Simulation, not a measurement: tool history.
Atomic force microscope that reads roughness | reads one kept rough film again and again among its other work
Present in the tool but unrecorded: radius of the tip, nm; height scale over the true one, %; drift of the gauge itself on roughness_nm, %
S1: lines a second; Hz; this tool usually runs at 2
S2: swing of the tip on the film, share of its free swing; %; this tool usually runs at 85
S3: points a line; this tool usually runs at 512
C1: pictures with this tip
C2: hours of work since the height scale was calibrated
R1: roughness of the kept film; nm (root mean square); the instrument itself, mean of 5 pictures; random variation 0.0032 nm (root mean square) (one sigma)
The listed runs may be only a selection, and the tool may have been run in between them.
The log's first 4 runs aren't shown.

Run 5, day 7.488: usual settings but S3 291; C1 187; C2 1669. Result: R1 1.305 nm (root mean square).
At day 8.292: new tip fitted.
Run 6, day 9.846: usual settings but S3 291; C1 82; C2 1710. Result: R1 1.316 nm (root mean square).
Run 7, day 11.383: usual settings but S3 291; C1 164; C2 1737. Result: R1 1.305 nm (root mean square).
At day 12.617: new tip fitted.
Run 8, day 13.675: usual settings but S3 450; C1 57; C2 1777. Result: R1 1.322 nm (root mean square).
Run 9, day 16.167: usual settings but S3 394; C1 189; C2 1821. Result: R1 1.302 nm (root mean square).
At day 16.908: new tip fitted.
Run 10, day 17.242: usual settings but S1 1.41 Hz; C1 18; C2 1840. Result: R1 1.372 nm (root mean square).
At day 18.088: height scale calibrated on a step standard.
Run 11, day 19.675: usual settings but S1 1.68 Hz; C1 145; C2 28. Result: R1 1.345 nm (root mean square).
Run 12, day 20.892: usual settings but S1 1.68 Hz; C1 210; C2 50. Result: R1 1.341 nm (root mean square).
At day 21.179: new tip fitted.
Run 13, day 23.492: usual settings but S1 1.68 Hz; C1 123; C2 95. Result: R1 1.349 nm (root mean square).
At day 25.5: new tip fitted.
Run 14, day 26.062: usual settings but S1 1.68 Hz; C1 30; C2 140. Result: R1 1.372 nm (root mean square).
Run 15, day 27.704: usual settings; C1 117; C2 169. Result: R1 1.335 nm (root mean square).
At day 29.808: new tip fitted.
Run 16, day 30.029: usual settings but S1 0.64 Hz; C1 12; C2 210. Result: R1 1.444 nm (root mean square).
At day 31.562: height scale calibrated on a step standard, once more.
Run 17, day 32.367: usual settings but S1 0.77 Hz; C1 134; C2 14. Result: R1 1.35 nm (root mean square).
Run 18, day 33.575: usual settings but S1 0.77 Hz; C1 198; C2 36. Result: R1 1.345 nm (root mean square).
At day 34.267: new tip fitted.
Run 19, day 35.183: usual settings but S1 0.77 Hz; C1 49; C2 64. Result: R1 1.373 nm (root mean square).
Run 20, day 37.142: usual settings but S1 0.77 Hz, S3 328; C1 153; C2 98. Result: R1 1.35 nm (root mean square).
At day 38.583: new tip fitted.
Run 21, day 39.079: usual settings but S1 1.14 Hz; C1 26; C2 132. Result: R1 1.351 nm (root mean square).
Run 22, day 41.533: usual settings but S3 875; C1 157; C2 175. Result: R1 1.287 nm (root mean square).
At day 42.821: new tip fitted.
Run 23, day 42.979: usual settings but S2 63 %; C1 9; C2 200. Result: R1 1.398 nm (root mean square).
Run 24, day 45.458: usual settings but S2 63 %; C1 140; C2 244. Result: R1 1.371 nm (root mean square).
At day 47.208: new tip fitted.
Run 25, day 47.479: usual settings but S2 63 %; C1 15; C2 280. Result: R1 1.393 nm (root mean square).
Run 26, day 49.425: usual settings but S2 63 %; C1 118; C2 314. Result: R1 1.375 nm (root mean square).
At day 51.592: new tip fitted.
Run 27, day 51.654: usual settings but S1 0.92 Hz, S2 60 %, S3 653; C1 3; C2 353. Result: R1 1.421 nm (root mean square).
Run 28, day 53.596: usual settings but S1 1.11 Hz, S2 74 %, S3 737; C1 106; C2 387. Result: R1 1.376 nm (root mean square).

Run 29 comes next. What will it give?
Run 29, day 54.775: usual settings but S1 2.26 Hz, S2 71 %, S3 731; C1 169; C2 408. Result: R1 ?.

{"run 29": {"R1": 1.337}}
Without the tool's hidden state the same run would have given R1 1.36 nm (root mean square).
